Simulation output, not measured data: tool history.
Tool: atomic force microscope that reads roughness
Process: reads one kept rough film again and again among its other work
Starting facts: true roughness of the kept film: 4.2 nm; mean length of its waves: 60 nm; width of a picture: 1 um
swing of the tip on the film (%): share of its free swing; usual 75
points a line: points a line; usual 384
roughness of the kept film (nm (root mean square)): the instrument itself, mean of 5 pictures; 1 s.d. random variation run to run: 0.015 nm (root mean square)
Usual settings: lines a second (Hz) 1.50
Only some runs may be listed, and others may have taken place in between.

| run | hour | lines a second (Hz) | swing of the tip on the film (%) | points a line | roughness of the kept film (nm (root mean square)) |
|---|---|---|---|---|---|
| 1 | 0.0 | 1.50 | 75 | 384 | 3.506 |
| 2 | 27.5 | 1.50 | 75 | 384 | 3.467 |
| 3 | 56.7 | 1.50 | 75 | 384 | 3.415 |
| 4 | 76.2 | 1.50 | 75 | 298 | 3.376 |
| 5 | 114.1 | 1.50 | 75 | 298 | 3.303 |
| 6 | 149.8 | 1.50 | 80 | 384 | 3.147 |
|  | 162.2 | new tip fitted |
| 7 | 169.3 | 1.50 | 80 | 384 | 3.572 |
| 8 | 187.0 | 1.50 | 75 | 384 | 3.621 |
| 9 | 223.9 | 1.50 | 75 | 384 | 3.529 |
| 10 | 250.2 | 0.61 | 84 | 442 | 3.608 |
| 11 | 267.7 | 0.61 | 84 | 442 | 3.539 |
| 12 | 300.8 | 3.35 | 68 | 384 | 3.266 |
| 13 | 324.3 | 3.35 | 68 | 384 | 3.216 |
| 14 | 347.4 | 1.80 | 57 | 521 | 3.455 |
| 15 | 380.1 | 1.16 | 85 | 474 | 3.203 |
| 16 | 400.3 | 1.99 | 58 | 420 | 3.336 |

Predict each of these 4 candidate next runs independently; none follows another, all start after run 16:
|  | 418.6 | new tip fitted |
| A | 434.8 | 1.99 | 68 | 420 | ? |
|  | 418.6 | new tip fitted |
| B | 434.8 | 3.58 | 75 | 384 | ? |
|  | 418.6 | new tip fitted |
| C | 434.8 | 1.50 | 75 | 406 | ? |
|  | 418.6 | new tip fitted |
| D | 434.8 | 3.68 | 77 | 411 | ? |

| run | roughness of the kept film (nm (root mean square)) |
|---|---|
| A | 3.672 |
| B | 3.315 |
| C | 3.644 |
| D | 3.230 |
What these runs would have given with no unlogged condition in the tool:
| run | roughness of the kept film (nm (root mean square)) |
|---|---|
| A | 3.738 |
| B | 3.374 |
| C | 3.710 |
| D | 3.288 |
